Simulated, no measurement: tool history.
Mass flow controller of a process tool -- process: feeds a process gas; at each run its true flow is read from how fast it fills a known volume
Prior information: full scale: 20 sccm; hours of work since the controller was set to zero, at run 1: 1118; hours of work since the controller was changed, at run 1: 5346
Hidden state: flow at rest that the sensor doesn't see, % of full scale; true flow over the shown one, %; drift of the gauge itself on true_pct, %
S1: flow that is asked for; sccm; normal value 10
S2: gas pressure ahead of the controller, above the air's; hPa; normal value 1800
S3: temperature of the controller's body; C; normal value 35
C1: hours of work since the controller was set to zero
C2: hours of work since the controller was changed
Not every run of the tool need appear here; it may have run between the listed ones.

{"run": 1, "hour": 0.0, "S1": 10, "S2": 1800, "S3": 35, "C1": 1118, "C2": 5346, "true flow (%)": 100.17}
{"run": 2, "hour": 152.8, "S1": 13, "S2": 1800, "S3": 35, "C1": 1201, "C2": 5429, "true flow (%)": 100.37}
{"run": 3, "hour": 382.6, "S1": 13, "S2": 1800, "S3": 30, "C1": 1327, "C2": 5555, "true flow (%)": 100.03}
{"run": 4, "hour": 612.8, "S1": 13, "S2": 1800, "S3": 30, "C1": 1452, "C2": 5680, "true flow (%)": 100.04}
{"run": 5, "hour": 728.7, "S1": 13, "S2": 1800, "S3": 30, "C1": 1516, "C2": 5744, "true flow (%)": 99.96}
{"run": 6, "hour": 939.5, "S1": 13, "S2": 1800, "S3": 29, "C1": 1631, "C2": 5859, "true flow (%)": 100.07}
{"run": 7, "hour": 1176.4, "S1": 9, "S2": 1800, "S3": 35, "C1": 1760, "C2": 5988, "true flow (%)": 100.16}
{"run": 8, "hour": 1304.3, "S1": 9, "S2": 1800, "S3": 35, "C1": 1830, "C2": 6058, "true flow (%)": 100.19}
{"run": 9, "hour": 1436.9, "S1": 9, "S2": 1800, "S3": 35, "C1": 1903, "C2": 6131, "true flow (%)": 100.18}
{"hour": 1632.1, "done": "controller exchanged for a calibrated one"}
{"run": 10, "hour": 1716.0, "S1": 9, "S2": 2490, "S3": 23, "C1": 46, "C2": 46, "true flow (%)": 99.26}
{"run": 11, "hour": 1960.8, "S1": 9, "S2": 2490, "S3": 23, "C1": 180, "C2": 180, "true flow (%)": 99.14}
{"run": 12, "hour": 2097.3, "S1": 9, "S2": 2000, "S3": 34, "C1": 254, "C2": 254, "true flow (%)": 100.17}
{"run": 13, "hour": 2233.7, "S1": 20, "S2": 2000, "S3": 32, "C1": 329, "C2": 329, "true flow (%)": 100.95}
{"run": 14, "hour": 2371.8, "S1": 2, "S2": 1800, "S3": 35, "C1": 404, "C2": 404, "true flow (%)": 100.03}
{"run": 15, "hour": 2596.9, "S1": 2, "S2": 1800, "S3": 35, "C1": 527, "C2": 527, "true flow (%)": 99.97}
{"run": 16, "hour": 2872.8, "S1": 2, "S2": 1800, "S3": 35, "C1": 678, "C2": 678, "true flow (%)": 100.03}
{"run": 17, "hour": 3049.8, "S1": 10, "S2": 2190, "S3": 21, "C1": 775, "C2": 775, "true flow (%)": 99.31}

Some steps in true flow (%) between neighbouring runs. How much of each would the tool show without its hidden state too (settings, what came in, random variation), and how much is left for the hidden state, with any gauge scatter that isn't in both results?
Run 9 -> 10: S2 1800 -> 2490, S3 35 -> 23, controller exchanged for a calibrated one. true flow (%) -0.92: hidden state +0.05, all else -0.97.
Run 11 -> 12: S2 2490 -> 2000, S3 23 -> 34. true flow (%) +1.03: hidden state +0.02, all else +1.01.
